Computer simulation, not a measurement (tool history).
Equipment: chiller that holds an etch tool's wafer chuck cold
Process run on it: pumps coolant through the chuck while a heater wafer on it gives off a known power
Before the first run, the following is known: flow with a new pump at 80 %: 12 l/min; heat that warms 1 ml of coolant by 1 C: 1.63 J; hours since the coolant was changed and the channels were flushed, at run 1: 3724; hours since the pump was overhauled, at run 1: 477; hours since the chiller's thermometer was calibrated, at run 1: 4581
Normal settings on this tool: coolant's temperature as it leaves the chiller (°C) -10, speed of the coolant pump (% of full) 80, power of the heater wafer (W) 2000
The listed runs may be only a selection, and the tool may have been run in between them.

| run | hour | coolant's temperature as it leaves the chiller (°C) | speed of the coolant pump (% of full) | power of the heater wafer (W) | hours since the coolant was changed and the channels were flushed | hours since the pump was overhauled | hours since the chiller's thermometer was calibrated | chuck's temperature once it has settled (°C) | how much warmer the coolant comes back (C) |
|---|---|---|---|---|---|---|---|---|---|
| 1 | 0.0 | -10 | 80 | 2000 | 3724 | 477 | 4581 | 6.7 | 6.14 |
| 2 | 31.2 | -3 | 80 | 2000 | 3755 | 508 | 4612 | 13.9 | 6.12 |
| 3 | 66.8 | -3 | 62 | 2000 | 3791 | 544 | 4648 | 17.0 | 8.08 |
| 4 | 96.2 | -17 | 80 | 2000 | 3820 | 573 | 4677 | -0.2 | 6.17 |
| 5 | 133.6 | -10 | 80 | 1148 | 3857 | 611 | 4714 | -0.5 | 3.50 |
| 6 | 161.4 | -10 | 86 | 2000 | 3885 | 638 | 4742 | 6.0 | 5.67 |
| 7 | 201.6 | -10 | 86 | 2000 | 3925 | 679 | 4782 | 6.0 | 5.69 |
| 8 | 223.5 | -10 | 86 | 2000 | 3947 | 700 | 4804 | 6.0 | 5.66 |
| 9 | 241.4 | -5 | 80 | 2000 | 3965 | 718 | 4822 | 11.9 | 6.14 |
| 10 | 267.1 | -5 | 80 | 2000 | 3991 | 744 | 4848 | 11.9 | 6.12 |
| 11 | 287.0 | -5 | 80 | 2000 | 4011 | 764 | 4868 | 12.0 | 6.13 |
| 12 | 313.9 | -5 | 62 | 2000 | 4038 | 791 | 4895 | 15.2 | 8.00 |
| 13 | 336.1 | -5 | 62 | 2000 | 4060 | 813 | 4917 | 15.2 | 8.07 |
| 14 | 370.9 | -10 | 75 | 2000 | 4095 | 848 | 4952 | 7.6 | 6.57 |
| 15 | 395.6 | -10 | 75 | 2000 | 4119 | 873 | 4976 | 7.5 | 6.62 |
|  | 399.1 | chiller's thermometer calibrated |
| 16 | 416.6 | -10 | 80 | 1848 | 4139 | 892 | 18 | 5.4 | 5.72 |
| 17 | 451.9 | -8 | 87 | 2156 | 4175 | 928 | 53 | 9.3 | 5.97 |
| 18 | 472.9 | -16 | 86 | 2512 | 4196 | 949 | 74 | 4.4 | 7.05 |
| 19 | 493.0 | -10 | 80 | 1065 | 4216 | 969 | 94 | -1.3 | 3.27 |
|  | 500.5 | chiller's thermometer calibrated, once more |
| 20 | 523.3 | -9 | 80 | 1825 | 4245 | 998 | 23 | 7.1 | 5.56 |
| 21 | 559.9 | -9 | 63 | 1019 | 4282 | 1035 | 59 | 1.5 | 4.00 |
| 22 | 583.4 | -12 | 80 | 2426 | 4305 | 1058 | 83 | 9.5 | 7.46 |
| 23 | 624.0 | -5 | 65 | 1106 | 4346 | 1099 | 123 | 6.2 | 4.31 |
| 24 | 649.0 | -13 | 88 | 1106 | 4371 | 1124 | 149 | -3.8 | 3.02 |
| 25 | 678.4 | -3 | 80 | 2000 | 4400 | 1153 | 178 | 14.6 | 6.10 |
| 26 | 714.5 | -1 | 82 | 2000 | 4436 | 1189 | 214 | 16.3 | 5.99 |
| 27 | 750.8 | -1 | 82 | 2000 | 4473 | 1226 | 250 | 16.4 | 6.07 |
| 28 | 783.7 | -1 | 82 | 2000 | 4506 | 1259 | 283 | 16.4 | 6.01 |
| 29 | 825.5 | -1 | 82 | 2000 | 4547 | 1300 | 325 | 16.4 | 6.03 |
| 30 | 849.5 | -10 | 64 | 1141 | 4571 | 1324 | 349 | 1.7 | 4.51 |
| 31 | 880.0 | -9 | 61 | 2645 | 4602 | 1355 | 379 | 19.0 | 10.86 |
| 32 | 922.8 | -19 | 75 | 1428 | 4645 | 1398 | 422 | -5.9 | 4.74 |

Some steps in chuck's temperature once it has settled (°C), run to run, broken into two amounts with sign: the step expected even without the hidden condition (settings, incoming material, random variation), and the rest, left for the hidden condition together with whatever gauge scatter is not in both the measured and the hidden-condition-free result:
Unlogged tool condition in this case: heat passed by the chuck's channels, % of clean ones'; flow at a given pump speed, % of a new pump's; coolant's true temperature over the reading, C; drift of the gauge itself on chuck_c, C; drift of the gauge itself on warmer_back_c, C.
Run 19 -> 20: coolant's temperature as it leaves the chiller (°C) -10 -> -9, power of the heater wafer (W) 1065 -> 1825, chiller's thermometer calibrated, once more. chuck's temperature once it has settled (°C) +8.4: hidden state +1.3, all else +7.1.
Run 24 -> 25: coolant's temperature as it leaves the chiller (°C) -13 -> -3, speed of the coolant pump (% of full) 88 -> 80, power of the heater wafer (W) 1106 -> 2000. chuck's temperature once it has settled (°C) +18.4: hidden state +0.7, all else +17.7.
Run 30 -> 31: coolant's temperature as it leaves the chiller (°C) -10 -> -9, speed of the coolant pump (% of full) 64 -> 61, power of the heater wafer (W) 1141 -> 2645. chuck's temperature once it has settled (°C) +17.3: hidden state +1.4, all else +15.9.
Run 31 -> 32: coolant's temperature as it leaves the chiller (°C) -9 -> -19, speed of the coolant pump (% of full) 61 -> 75, power of the heater wafer (W) 2645 -> 1428. chuck's temperature once it has settled (°C) -24.9: hidden state -1.3, all else -23.6.
